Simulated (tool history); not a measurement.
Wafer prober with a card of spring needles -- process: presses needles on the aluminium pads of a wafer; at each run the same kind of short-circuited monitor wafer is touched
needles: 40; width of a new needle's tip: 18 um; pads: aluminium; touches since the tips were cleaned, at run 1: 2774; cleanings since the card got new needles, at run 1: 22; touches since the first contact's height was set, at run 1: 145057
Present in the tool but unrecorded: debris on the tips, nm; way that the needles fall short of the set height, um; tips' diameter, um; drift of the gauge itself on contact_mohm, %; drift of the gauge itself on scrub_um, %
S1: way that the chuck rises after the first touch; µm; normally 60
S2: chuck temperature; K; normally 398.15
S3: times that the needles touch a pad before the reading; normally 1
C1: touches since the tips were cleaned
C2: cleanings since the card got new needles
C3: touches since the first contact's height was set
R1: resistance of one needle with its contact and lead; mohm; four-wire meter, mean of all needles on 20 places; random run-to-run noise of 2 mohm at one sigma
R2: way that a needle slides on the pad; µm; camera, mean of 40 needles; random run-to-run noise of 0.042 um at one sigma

run    hour  S1      S2  S3    C1  C2      C3   R1     R2
  1     0.0  60  398.15   1  2774  22  145057  277  10.79
       17.9  -- tips cleaned on abrasive film
  2    40.9  60  398.15   1  4703  23  153383  286  10.89
       46.8  -- tips cleaned on abrasive film
       74.3  -- tips cleaned on abrasive film
  3    74.3  60  398.15   1     0  25  160145  221  10.88
      103.0  -- tips cleaned on abrasive film
  4   114.6  60  398.15   1  2379  26  168362  275  10.84
      131.1  -- tips cleaned on abrasive film
  5   148.2  60  398.15   1  3476  27  175178  286  10.85
      158.7  -- tips cleaned on abrasive film
      186.1  -- tips cleaned on abrasive film
  6   187.2  60  398.15   2   206  29  183091  229  10.80
      217.4  -- tips cleaned on abrasive film
  7   240.7  60  398.15   2  4739  30  193984  262  10.72
      247.1  -- tips cleaned on abrasive film
      273.4  -- height of the first contact set anew
      276.9  -- tips cleaned on abrasive film
  8   294.3  60  398.15   2  3541  32    4243  252  11.32
      305.6  -- tips cleaned on abrasive film
  9   321.3  60  398.15   2  3213  33    9741  257  11.26
      333.6  -- tips cleaned on abrasive film
 10   352.5  60  398.15   2  3855  34   16073  254  11.26
      363.2  -- tips cleaned on abrasive film
      391.1  -- tips cleaned on abrasive film
 11   401.8  60  398.15   1  2181  36   26091  272  11.20
      422.6  -- tips cleaned on abrasive film
 12   430.0  60  398.15   1  1516  37   31827  270  11.21
      450.4  -- tips cleaned on abrasive film
      480.7  -- tips cleaned on abrasive film
 13   480.7  60  398.15   1     0  39   42131  222  11.17
      508.5  -- tips cleaned on abrasive film
 14   509.6  60  398.15   1   223  40   48013  236  11.21
      538.0  -- tips cleaned on abrasive film
 15   562.7  60  398.15   2  5057  41   58826  262  11.15
      566.6  -- tips cleaned on abrasive film
      595.3  -- tips cleaned on abrasive film
 16   620.4  67  398.15   1  5108  43   70538  274  12.45
      624.4  -- tips cleaned on abrasive film
      654.2  -- tips cleaned on abrasive film
 17   677.3  67  398.15   1  4709  45   82113  277  12.35
      682.1  -- tips cleaned on abrasive film
      711.4  -- tips cleaned on abrasive film
 18   714.8  67  317.15   2   695  47   89720  219  12.40
      739.3  -- tips cleaned on abrasive film
 19   742.9  67  317.15   2   729  48   95424  216  12.33
      769.5  -- tips cleaned on abrasive film
 20   775.0  52  309.15   2  1137  49  101968  243   9.51
      799.0  -- tips cleaned on abrasive film
 21   824.5  68  300.15   1  5196  50  112030  262  12.44
      827.9  -- tips cleaned on abrasive film
      857.1  -- tips cleaned on abrasive film
 22   866.6  68  300.15   1  1926  52  120576  247  12.40
      885.0  -- tips cleaned on abrasive film
 23   896.9  68  300.15   1  2432  53  126754  256  12.42
      914.4  -- tips cleaned on abrasive film
 24   923.3  57  364.15   3  1826  54  132117  236  10.34
      943.0  -- tips cleaned on abrasive film
      975.5  -- tips cleaned on abrasive film
 25   975.5  41  398.15   2     0  56  142712  234   7.25
     1004.6  -- tips cleaned on abrasive film
 26  1027.0  41  398.15   2  4570  57  153206  321   7.22
     1034.7  -- tips cleaned on abrasive film
 27  1052.8  41  398.15   2  3701  58  158447  318   7.18
     1063.7  -- tips cleaned on abrasive film
     1094.0  -- tips cleaned on abrasive film
 28  1104.0  41  398.15   2  2032  60  168841  299   7.13
     1124.2  -- tips cleaned on abrasive film
 29  1146.9  41  398.15   2  4629  61  177574  318   7.13
     1155.8  -- tips cleaned on abrasive film
 30  1175.0  71  361.15   3  3906  62  183281  227  12.80
     1183.7  -- tips cleaned on abrasive film
     1215.1  -- tips cleaned on abrasive film
 31  1224.4  71  361.15   3  1895  64  193328  223  12.77
     1245.5  -- tips cleaned on abrasive film
     1258.7  -- height of the first contact set anew
 32  1265.7  76  391.15   2  4054  65    1412  240  14.26
     1274.3  -- tips cleaned on abrasive film
 33  1294.7  73  309.15   2  4159  66    7316  233  13.72

Forecast each of these 3 alternatives for the next run:
     1306.0  -- tips cleaned on abrasive film
  A  1324.5  73  398.15   1  3775  67  13378   ?   ?
     1306.0  -- tips cleaned on abrasive film
  B  1324.5  60  398.15   1  3775  67  13378   ?   ?
     1306.0  -- tips cleaned on abrasive film
  C  1324.5  60  355.15   1  3775  67  13378   ?   ?

run   R1     R2
  A  271  13.73
  B  289  11.23
  C  281  11.31
Had the tool no hidden state, the same runs would have come out as:
run   R1     R2
  A  219  13.77
  B  218  11.26
  C  205  11.35
